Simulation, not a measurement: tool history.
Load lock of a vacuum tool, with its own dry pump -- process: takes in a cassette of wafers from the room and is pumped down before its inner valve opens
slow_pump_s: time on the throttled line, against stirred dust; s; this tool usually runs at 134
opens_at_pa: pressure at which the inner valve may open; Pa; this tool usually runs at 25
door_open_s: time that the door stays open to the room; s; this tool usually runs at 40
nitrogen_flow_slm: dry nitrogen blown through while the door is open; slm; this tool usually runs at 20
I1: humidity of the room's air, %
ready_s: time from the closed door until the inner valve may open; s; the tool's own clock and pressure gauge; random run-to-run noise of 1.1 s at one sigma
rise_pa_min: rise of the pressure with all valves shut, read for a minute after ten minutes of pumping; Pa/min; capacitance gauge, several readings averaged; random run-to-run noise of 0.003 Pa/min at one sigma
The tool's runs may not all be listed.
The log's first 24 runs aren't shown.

{"run": 25, "hour": 2203.6, "slow_pump_s": 109, "opens_at_pa": 43, "door_open_s": 151, "nitrogen_flow_slm": 27, "I1": 48.1, "ready_s": 192.5, "rise_pa_min": 0.043}
{"run": 26, "hour": 2290.7, "slow_pump_s": 109, "opens_at_pa": 43, "door_open_s": 151, "nitrogen_flow_slm": 27, "I1": 46.5, "ready_s": 190.4, "rise_pa_min": 0.048}
{"run": 27, "hour": 2420.3, "slow_pump_s": 134, "opens_at_pa": 18, "door_open_s": 40, "nitrogen_flow_slm": 20, "I1": 44.1, "ready_s": 223.7, "rise_pa_min": 0.045}
{"run": 28, "hour": 2518.9, "slow_pump_s": 127, "opens_at_pa": 19, "door_open_s": 142, "nitrogen_flow_slm": 5, "I1": 44.1, "ready_s": 217.1, "rise_pa_min": 0.064}
{"run": 29, "hour": 2606.1, "slow_pump_s": 167, "opens_at_pa": 25, "door_open_s": 144, "nitrogen_flow_slm": 20, "I1": 40.5, "ready_s": 249.0, "rise_pa_min": 0.053}
{"run": 30, "hour": 2703.7, "slow_pump_s": 68, "opens_at_pa": 25, "door_open_s": 26, "nitrogen_flow_slm": 20, "I1": 44.8, "ready_s": 163.2, "rise_pa_min": 0.043}
{"run": 31, "hour": 2835.1, "slow_pump_s": 134, "opens_at_pa": 25, "door_open_s": 40, "nitrogen_flow_slm": 23, "I1": 42.7, "ready_s": 221.0, "rise_pa_min": 0.053}
{"run": 32, "hour": 2915.4, "slow_pump_s": 84, "opens_at_pa": 19, "door_open_s": 123, "nitrogen_flow_slm": 20, "I1": 44.7, "ready_s": 181.0, "rise_pa_min": 0.055}
{"run": 33, "hour": 3033.1, "slow_pump_s": 84, "opens_at_pa": 19, "door_open_s": 123, "nitrogen_flow_slm": 20, "I1": 44.6, "ready_s": 181.6, "rise_pa_min": 0.057}
{"run": 34, "hour": 3155.7, "slow_pump_s": 134, "opens_at_pa": 25, "door_open_s": 175, "nitrogen_flow_slm": 35, "I1": 42.4, "ready_s": 221.5, "rise_pa_min": 0.062}
{"run": 35, "hour": 3263.9, "slow_pump_s": 145, "opens_at_pa": 25, "door_open_s": 40, "nitrogen_flow_slm": 29, "I1": 44.7, "ready_s": 229.9, "rise_pa_min": 0.056}
{"run": 36, "hour": 3348.4, "slow_pump_s": 80, "opens_at_pa": 48, "door_open_s": 36, "nitrogen_flow_slm": 21, "I1": 45.6, "ready_s": 166.4, "rise_pa_min": 0.056}
{"run": 37, "hour": 3468.4, "slow_pump_s": 76, "opens_at_pa": 33, "door_open_s": 139, "nitrogen_flow_slm": 20, "I1": 42.8, "ready_s": 166.8, "rise_pa_min": 0.064}
{"run": 38, "hour": 3570.7, "slow_pump_s": 236, "opens_at_pa": 33, "door_open_s": 139, "nitrogen_flow_slm": 7, "I1": 42.6, "ready_s": 304.7, "rise_pa_min": 0.076}

3 ways to go on from here, each from the tool as it stands after run 38. What would each give?
{"run": "A", "hour": 3668.1, "slow_pump_s": 236, "opens_at_pa": 33, "door_open_s": 35, "nitrogen_flow_slm": 7, "I1": 45.7, "ready_s": "?", "rise_pa_min": "?"}
{"run": "B", "hour": 3668.1, "slow_pump_s": 165, "opens_at_pa": 25, "door_open_s": 58, "nitrogen_flow_slm": 20, "I1": 47.0, "ready_s": "?", "rise_pa_min": "?"}
{"run": "C", "hour": 3668.1, "slow_pump_s": 145, "opens_at_pa": 33, "door_open_s": 139, "nitrogen_flow_slm": 7, "I1": 42.5, "ready_s": "?", "rise_pa_min": "?"}

run=A ready_s=303.7 rise_pa_min=0.071
run=B ready_s=247.2 rise_pa_min=0.067
run=C ready_s=227.5 rise_pa_min=0.077
Had the tool no hidden state, the same runs would have come out as:
run=A ready_s=301.7 rise_pa_min=0.013
run=B ready_s=244.6 rise_pa_min=0.010
run=C ready_s=225.1 rise_pa_min=0.019

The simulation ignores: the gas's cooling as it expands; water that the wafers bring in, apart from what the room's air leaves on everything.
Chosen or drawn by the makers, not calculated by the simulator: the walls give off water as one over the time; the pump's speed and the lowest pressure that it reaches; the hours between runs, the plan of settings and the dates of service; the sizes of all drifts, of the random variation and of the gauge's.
